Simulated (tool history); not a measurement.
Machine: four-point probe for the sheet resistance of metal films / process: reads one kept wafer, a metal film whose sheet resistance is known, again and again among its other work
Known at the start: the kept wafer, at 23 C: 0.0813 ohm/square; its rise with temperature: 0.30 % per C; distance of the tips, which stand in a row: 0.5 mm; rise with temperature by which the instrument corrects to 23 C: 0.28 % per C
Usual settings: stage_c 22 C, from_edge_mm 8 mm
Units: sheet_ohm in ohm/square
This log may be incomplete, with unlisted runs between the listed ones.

run,hour,stage_c,from_edge_mm,sheet_ohm
1,0.0,22,8,0.081430
2,41.4,22,8,0.081465
3,113.3,21,8,0.081432
4,164.3,21,8,0.081441
5,226.5,21,8,0.081428
6,276.9,21,8,0.081440
7,327.6,21,8,0.081461
8,357.1,21,8,0.081436
9,421.3,22,10,0.081368
10,462.1,22,6,0.081584
11,529.8,30,8,0.081589
12,585.8,30,8,0.081567
13,656.4,21,8,0.081420
14,719.4,21,8,0.081434
15,771.4,21,31,0.081269
16,836.7,22,8,0.081484
17,890.0,22,40,0.081304
18,956.0,22,12,0.081349
19,1016.7,22,12,0.081395
20,1074.1,22,65,0.081270
21,1134.7,22,65,0.081300
22,1166.1,22,65,0.081310
23,1213.9,22,65,0.081277
24,1252.5,33,3,0.082674
25,1323.8,33,12,0.081544
26,1361.8,31,45,0.081453
27,1391.6,20,4,0.081920
28,1450.6,22,53,0.081302
29,1505.0,21,53,0.081277
30,1564.7,21,53,0.081264
31,1634.2,19,60,0.081235
32,1683.5,22,8,0.081477
33,1718.7,20,23,0.081247
34,1748.6,21,15,0.081325
35,1786.6,18,30,0.081228
36,1820.2,18,30,0.081213
37,1853.9,28,33,0.081403
38,1893.8,30,8,0.081611
39,1935.5,23,33,0.081303
40,2007.8,23,33,0.081335
41,2079.2,23,33,0.081309
42,2127.9,21,31,0.081280
# hour 2173.1: new probe head fitted
43,2186.2,19,8,0.081393
44,2236.0,29,10,0.081542
45,2275.3,29,10,0.081511

Below are 4 alternative next runs, each starting from the tool's condition after run 45. Predict each:
A,2314.3,29,5,?
B,2314.3,20,10,?
C,2314.3,21,31,?
D,2314.3,23,22,?

run,sheet_ohm
A,0.081833
B,0.081386
C,0.081243
D,0.081320
Had the tool no hidden state, the same runs would have come out as:
run,sheet_ohm
A,0.081832
B,0.081385
C,0.081242
D,0.081319

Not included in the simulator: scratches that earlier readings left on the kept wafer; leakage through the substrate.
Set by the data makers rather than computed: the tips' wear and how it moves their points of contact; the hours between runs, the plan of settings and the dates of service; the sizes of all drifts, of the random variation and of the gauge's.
